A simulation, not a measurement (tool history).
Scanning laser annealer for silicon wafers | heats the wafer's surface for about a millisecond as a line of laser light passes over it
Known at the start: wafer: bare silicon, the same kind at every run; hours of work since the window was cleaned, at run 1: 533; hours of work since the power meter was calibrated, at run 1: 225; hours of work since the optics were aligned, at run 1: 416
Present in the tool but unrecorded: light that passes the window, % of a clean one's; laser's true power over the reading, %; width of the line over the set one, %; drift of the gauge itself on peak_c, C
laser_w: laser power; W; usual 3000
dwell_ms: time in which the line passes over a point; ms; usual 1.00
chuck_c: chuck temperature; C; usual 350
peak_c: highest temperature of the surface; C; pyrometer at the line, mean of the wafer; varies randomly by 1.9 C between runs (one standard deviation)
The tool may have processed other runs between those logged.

run,hour,laser_w,dwell_ms,chuck_c,hours of work since the window was cleaned,hours of work since the power meter was calibrated,hours of work since the optics were aligned,peak_c
1,0.0,3000,1.00,350,533,225,416,1117
2,14.6,3000,1.00,350,542,234,425,1117
3,34.0,3069,1.00,350,554,246,438,1135
4,54.4,3069,1.00,350,567,259,450,1130
5,74.7,3069,1.00,350,580,271,463,1133
6,85.1,3069,1.00,350,586,278,469,1130
7,95.0,3000,1.00,350,593,284,476,1111
8,108.6,3000,1.00,350,601,292,484,1113
9,130.2,3000,1.00,350,615,306,498,1112
10,147.7,3000,1.00,350,626,317,509,1109
11,161.7,2801,1.00,350,634,326,517,1063
12,172.7,2801,1.00,350,641,333,524,1062
13,185.2,3000,1.00,350,649,340,532,1109
14,197.6,3000,1.00,350,657,348,540,1108
15,217.8,3000,1.00,350,669,361,552,1110
16,236.2,3000,1.00,350,681,372,564,1105
17,255.2,3000,1.00,350,693,384,576,1107
18,277.4,2637,1.00,312,707,398,590,979
19,289.3,2806,0.86,351,714,405,597,1009
20,309.9,2806,0.86,351,727,418,610,1010
21,321.3,2804,1.09,345,734,426,617,1081
# hour 326.6: window over the wafer cleaned
22,344.5,2622,0.97,345,11,439,630,1036
23,354.1,2819,0.97,341,17,445,637,1081
24,368.5,3101,1.00,384,26,454,646,1207
25,383.5,3101,1.00,384,36,463,655,1206
26,401.2,3101,0.88,384,47,474,666,1157
27,413.1,3029,0.72,316,54,482,673,1000
28,423.1,3029,0.72,316,60,488,680,996
29,445.2,3029,0.72,316,74,502,693,999
30,467.8,3029,1.20,316,88,516,708,1187
31,482.7,3029,1.20,316,98,525,717,1188
32,495.3,2959,1.20,350,106,533,725,1204
33,509.1,2959,1.20,350,114,542,733,1206
34,525.7,2634,1.00,364,125,552,744,1063

Difference, measured minus no-hidden-state, one row per run. Run-to-run variation is common to both terms; the gauge's own scatter need not be:
run,peak_c
1,-39
2,-40
3,-42
4,-42
5,-44
6,-43
7,-43
8,-43
9,-44
10,-45
11,-43
12,-44
13,-47
14,-48
15,-48
16,-49
17,-49
18,-45
19,-44
20,-45
21,-51
22,-8
23,-9
24,-10
25,-11
26,-11
27,-10
28,-10
29,-11
30,-15
31,-16
32,-17
33,-17
34,-15
